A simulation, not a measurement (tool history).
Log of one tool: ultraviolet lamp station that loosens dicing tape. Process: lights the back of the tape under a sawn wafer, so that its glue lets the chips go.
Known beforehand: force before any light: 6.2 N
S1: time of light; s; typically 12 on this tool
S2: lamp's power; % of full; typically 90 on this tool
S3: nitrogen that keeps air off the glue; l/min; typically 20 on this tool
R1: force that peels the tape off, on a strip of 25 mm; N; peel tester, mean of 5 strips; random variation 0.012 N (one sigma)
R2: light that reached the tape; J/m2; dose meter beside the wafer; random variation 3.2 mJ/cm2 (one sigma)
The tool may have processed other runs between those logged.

Run 1, hour 0: usual settings. Result: R1 1.429 N, R2 2890 J/m2.
Run 2, hour 17.1: usual settings. Result: R1 1.447 N, R2 2890 J/m2.
Run 3, hour 31.4: usual settings. Result: R1 1.532 N, R2 2810 J/m2.
Run 4, hour 48.9: usual settings. Result: R1 1.553 N, R2 2790 J/m2.
Run 5, hour 69: usual settings. Result: R1 1.503 N, R2 2700 J/m2.
Run 6, hour 87.6: usual settings. Result: R1 1.588 N, R2 2670 J/m2.
Run 7, hour 103.5: usual settings but S1 6 s, S2 60 % of full. Result: R1 3.98 N, R2 880 J/m2.
Run 8, hour 125.2: usual settings but S1 6 s, S2 63 % of full, S3 24 l/min. Result: R1 4.016 N, R2 910 J/m2.
Run 9, hour 140.8: usual settings but S1 20 s, S2 87 % of full. Result: R1 0.817 N, R2 4100 J/m2.
Run 10, hour 159.2: usual settings but S1 20 s, S2 87 % of full. Result: R1 0.864 N, R2 4020 J/m2.
Run 11, hour 175.1: usual settings but S1 9 s, S2 76 % of full. Result: R1 2.867 N, R2 1570 J/m2.

Below, some changes in R1 between adjacent runs. For each, the amount present without the hidden state too (settings, incoming material, random variation) and the amount remaining for the hidden state with gauge scatter not shared by both compared results:
Hidden state present: lamp's light, % of a new lamp's; light that the window lets through, % of a clean one's; drift of the gauge itself on peel_n, %; drift of the gauge itself on dose_mj_cm2, %.
Run 8 -> 9: S1 6 -> 20, S2 63 -> 87, S3 24 -> 20. R1 -3.199 N: hidden state -0.809, all else -2.39.
Run 10 -> 11: S1 20 -> 9, S2 87 -> 76. R1 +2.003 N: hidden state +0.915, all else +1.088.

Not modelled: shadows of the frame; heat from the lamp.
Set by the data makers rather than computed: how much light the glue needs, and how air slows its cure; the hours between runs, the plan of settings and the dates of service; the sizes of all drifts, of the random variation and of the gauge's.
